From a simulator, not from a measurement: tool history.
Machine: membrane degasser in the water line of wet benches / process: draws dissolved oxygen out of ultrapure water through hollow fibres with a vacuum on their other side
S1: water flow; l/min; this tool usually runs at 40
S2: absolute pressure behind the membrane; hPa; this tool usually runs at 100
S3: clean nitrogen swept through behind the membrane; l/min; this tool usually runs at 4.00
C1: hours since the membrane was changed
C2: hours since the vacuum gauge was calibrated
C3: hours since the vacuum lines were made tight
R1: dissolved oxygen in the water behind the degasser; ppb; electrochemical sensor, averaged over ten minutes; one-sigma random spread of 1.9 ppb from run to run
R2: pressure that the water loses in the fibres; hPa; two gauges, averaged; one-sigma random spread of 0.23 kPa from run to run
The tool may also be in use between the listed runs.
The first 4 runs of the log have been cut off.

run    hour  S1   S2    S3    C1    C2    C3     R1     R2
  5   428.7  26  100  4.00  1909  2121  1483  117.3  391.7
  6   552.5  26  100  4.00  2033  2244  1607  119.4  389.5
  7   649.6  40   62  4.00  2130  2341  1704  100.7  597.0
  8   807.5  40  181  4.00  2288  2499  1862  368.7  594.4
  9   896.4  40  181  4.00  2377  2588  1951  368.2  594.4
 10  1050.6  40  181  4.00  2531  2743  2105  369.6  596.4
 11  1162.1  40  181  4.00  2642  2854  2216  367.5  598.2
 12  1305.4  40  181  4.00  2786  2997  2360  367.1  598.6
 13  1431.4  40  181  4.00  2912  3123  2486  359.8  595.3
 14  1502.1  40  100  9.95  2982  3194  2556   96.8  592.3
 15  1585.4  40  100  9.95  3066  3277  2640   97.2  593.5
 16  1718.2  40  100  9.95  3199  3410  2773   98.1  593.8
 17  1856.2  40  188  9.95  3337  3548  2911  175.9  595.1
 18  1988.8  40  188  9.95  3469  3681  3043  180.8  592.0
 19  2056.5  40  148  4.50  3537  3748  3111  267.6  591.8
 20  2149.5  40  228  4.00  3630  3841  3204  467.7  590.7
 21  2302.2  40  228  4.00  3783  3994  3357  475.9  589.7
 22  2430.6  40  228  4.00  3911  4123  3485  461.1  591.3
 23  2582.8  44  228  3.31  4063  4275  3637  600.8  651.6
 24  2666.6  33   66  6.26  4147  4359  3721   63.0  489.1

Run 25 comes next. What will it give?
 25  2775.4  34  66  1.91  4256  4467  3830   ?   ?

Run 25 gave R1 154.4 ppb, R2 497.7 hPa.
If the tool had no hidden condition, the same run with the same run-to-run variation would have returned R1 153.9 ppb, R2 508.5 hPa.
